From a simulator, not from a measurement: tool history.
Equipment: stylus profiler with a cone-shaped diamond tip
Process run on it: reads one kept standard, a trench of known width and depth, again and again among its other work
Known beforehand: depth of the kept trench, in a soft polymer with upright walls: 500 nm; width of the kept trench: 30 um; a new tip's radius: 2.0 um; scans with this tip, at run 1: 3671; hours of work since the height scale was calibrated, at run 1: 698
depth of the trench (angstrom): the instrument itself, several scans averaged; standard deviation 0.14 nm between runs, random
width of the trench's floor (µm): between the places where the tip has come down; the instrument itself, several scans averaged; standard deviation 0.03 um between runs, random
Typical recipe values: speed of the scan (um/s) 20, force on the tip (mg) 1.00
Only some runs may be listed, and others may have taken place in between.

run	hour	speed of the scan (um/s)	force on the tip (mg)	scans with this tip	hours of work since the height scale was calibrated	depth of the trench (angstrom)	width of the trench's floor (µm)
1	0.0	20	1.00	3671	698	5027.9	26.79
2	31.9	73	1.00	3757	714	5028.0	26.40
3	51.2	20	1.00	3809	724	5026.4	26.79
4	88.4	20	1.00	3909	743	5029.4	26.77
5	113.0	22	1.00	3975	756	5026.6	26.75
6	134.0	22	1.00	4032	767	5024.0	26.71
7	168.4	6	1.00	4124	784	5025.1	26.85
8	197.1	6	1.00	4201	799	5027.0	26.82
9	232.8	6	1.00	4297	817	5026.2	26.84
10	258.1	6	1.00	4365	830	5025.9	26.81
11	279.1	6	1.00	4422	841	5027.9	26.76
12	313.1	20	1.45	4513	858	5037.2	26.74
13	340.3	20	1.35	4586	872	5037.0	26.73
14	375.6	20	1.35	4681	890	5035.0	26.63
15	411.6	20	1.35	4778	909	5035.0	26.67
16	450.9	20	1.35	4884	929	5033.9	26.67
17	491.0	20	1.35	4992	949	5031.1	26.66
18	535.2	20	1.35	5111	972	5034.8	26.66
19	575.2	20	1.35	5218	992	5031.6	26.72
20	595.9	20	1.00	5274	1003	5022.2	26.61
21	615.1	20	1.00	5326	1013	5021.5	26.59
22	659.6	15	1.57	5445	1035	5038.4	26.69
23	682.3	15	1.57	5506	1047	5037.6	26.69
24	722.2	42	2.72	5614	1067	5061.8	26.58
25	750.9	42	2.72	5691	1082	5059.1	26.48
26	794.0	42	2.72	5807	1104	5058.3	26.44
27	838.6	42	2.72	5927	1127	5062.6	26.50
28	862.7	42	1.30	5991	1139	5031.5	26.45
29	906.2	42	0.36	6109	1162	5000.1	26.07
30	943.9	13	0.46	6210	1181	5002.1	26.55
31	975.6	13	0.46	6295	1197	5002.5	26.51
32	1014.0	18	1.06	6399	1217	5020.7	26.51
33	1060.3	18	1.06	6523	1240	5020.1	26.50
34	1086.1	10	0.67	6592	1254	5010.3	26.50
35	1113.4	20	0.41	6666	1268	4997.4	26.40
36	1135.0	43	2.99	6724	1279	5062.6	26.40
37	1168.9	9	1.28	6815	1296	5025.3	26.57
38	1198.4	20	0.59	6894	1311	5005.7	26.38
39	1236.6	42	0.59	6997	1331	5004.9	26.16

Here are 5 independent what-if runs from the current tool condition. What would each one return?
A	1263.0	20	0.59	7068	1344	?	?
B	1263.0	19	1.88	7068	1344	?	?
C	1263.0	40	2.59	7068	1344	?	?
D	1263.0	42	1.79	7068	1344	?	?
E	1263.0	53	0.59	7068	1344	?	?

run	depth of the trench (angstrom)	width of the trench's floor (µm)
A	5003.8	26.36
B	5040.1	26.47
C	5053.7	26.39
D	5039.8	26.29
E	5005.2	26.03
Stripped of hidden state, with their random variation kept, the same runs would have yielded:
run	depth of the trench (angstrom)	width of the trench's floor (µm)
A	5028.2	27.14
B	5064.6	27.25
C	5078.3	27.17
D	5064.3	27.07
E	5029.5	26.81
